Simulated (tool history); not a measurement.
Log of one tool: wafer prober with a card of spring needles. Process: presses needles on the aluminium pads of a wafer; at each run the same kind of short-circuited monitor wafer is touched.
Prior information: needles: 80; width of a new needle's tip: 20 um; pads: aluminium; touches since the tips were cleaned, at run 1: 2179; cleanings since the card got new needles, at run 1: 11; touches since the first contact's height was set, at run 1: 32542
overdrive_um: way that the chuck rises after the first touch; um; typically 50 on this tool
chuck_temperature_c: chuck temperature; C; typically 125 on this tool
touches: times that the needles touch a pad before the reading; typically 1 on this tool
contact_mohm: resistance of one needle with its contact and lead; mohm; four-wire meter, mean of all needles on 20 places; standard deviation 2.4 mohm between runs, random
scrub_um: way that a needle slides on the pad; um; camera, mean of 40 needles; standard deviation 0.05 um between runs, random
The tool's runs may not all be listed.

run,hour,overdrive_um,chuck_temperature_c,touches,touches since the tips were cleaned,cleanings since the card got new needles,touches since the first contact's height was set,contact_mohm,scrub_um
1,0.0,50,125,1,2179,11,32542,268,10.14
# hour 1.3: tips cleaned on abrasive film
# hour 9.6: tips cleaned on abrasive film
# hour 18.1: tips cleaned on abrasive film
2,19.9,50,36,1,650,14,39602,240,10.18
# hour 26.6: tips cleaned on abrasive film
# hour 35.3: tips cleaned on abrasive film
3,36.2,50,36,2,345,16,45392,239,10.21
# hour 43.0: tips cleaned on abrasive film
# hour 51.4: tips cleaned on abrasive film
4,52.5,59,125,1,399,18,51163,256,12.07
# hour 58.7: tips cleaned on abrasive film
# hour 66.7: tips cleaned on abrasive film
5,67.8,59,125,1,384,20,56602,255,12.05
# hour 74.3: tips cleaned on abrasive film
# hour 82.1: tips cleaned on abrasive film
6,82.6,59,125,1,166,22,61839,259,12.19
# hour 89.2: height of the first contact set anew
# hour 90.4: tips cleaned on abrasive film
# hour 99.1: tips cleaned on abrasive film
7,101.0,45,125,1,698,24,4189,277,9.21
# hour 107.0: tips cleaned on abrasive film
# hour 115.3: tips cleaned on abrasive film
8,120.8,45,125,1,1963,26,11209,272,9.25
# hour 122.7: tips cleaned on abrasive film
# hour 130.4: tips cleaned on abrasive film
9,134.7,35,34,1,1548,28,16158,259,7.23
# hour 138.4: tips cleaned on abrasive film
# hour 147.1: tips cleaned on abrasive film
10,147.6,32,31,3,170,30,20719,261,6.56
# hour 155.5: tips cleaned on abrasive film
# hour 163.2: tips cleaned on abrasive film
11,167.4,43,125,1,1485,32,27753,277,8.87
# hour 172.0: tips cleaned on abrasive film
# hour 179.3: tips cleaned on abrasive film
12,179.3,52,46,1,0,34,31988,237,10.61
# hour 186.8: tips cleaned on abrasive film
# hour 194.2: tips cleaned on abrasive film
13,199.4,47,33,3,1847,36,39120,241,9.61
# hour 202.4: tips cleaned on abrasive film
# hour 210.8: tips cleaned on abrasive film
14,213.8,47,33,3,1098,38,44246,241,9.61
# hour 218.7: tips cleaned on abrasive film
# hour 227.0: tips cleaned on abrasive film
15,227.9,47,33,3,323,40,49229,240,9.76
# hour 234.5: tips cleaned on abrasive film
# hour 242.5: tips cleaned on abrasive film
16,242.6,50,125,1,46,42,54451,263,10.34

Alternative continuations, all from the tool just after run 16; predict every row:
# hour 250.7: tips cleaned on abrasive film
A,253.7,40,30,1,1092,43,58426,?,?
# hour 250.7: tips cleaned on abrasive film
B,253.7,64,125,1,1092,43,58426,?,?
# hour 250.7: tips cleaned on abrasive film
C,253.7,50,102,1,1092,43,58426,?,?
# hour 250.7: tips cleaned on abrasive film
D,253.7,50,125,2,1092,43,58426,?,?

run,contact_mohm,scrub_um
A,247,8.17
B,253,13.29
C,261,10.27
D,265,10.42
What these runs would have given with no unlogged condition in the tool:
run,contact_mohm,scrub_um
A,246,8.06
B,253,13.11
C,261,10.13
D,264,10.28

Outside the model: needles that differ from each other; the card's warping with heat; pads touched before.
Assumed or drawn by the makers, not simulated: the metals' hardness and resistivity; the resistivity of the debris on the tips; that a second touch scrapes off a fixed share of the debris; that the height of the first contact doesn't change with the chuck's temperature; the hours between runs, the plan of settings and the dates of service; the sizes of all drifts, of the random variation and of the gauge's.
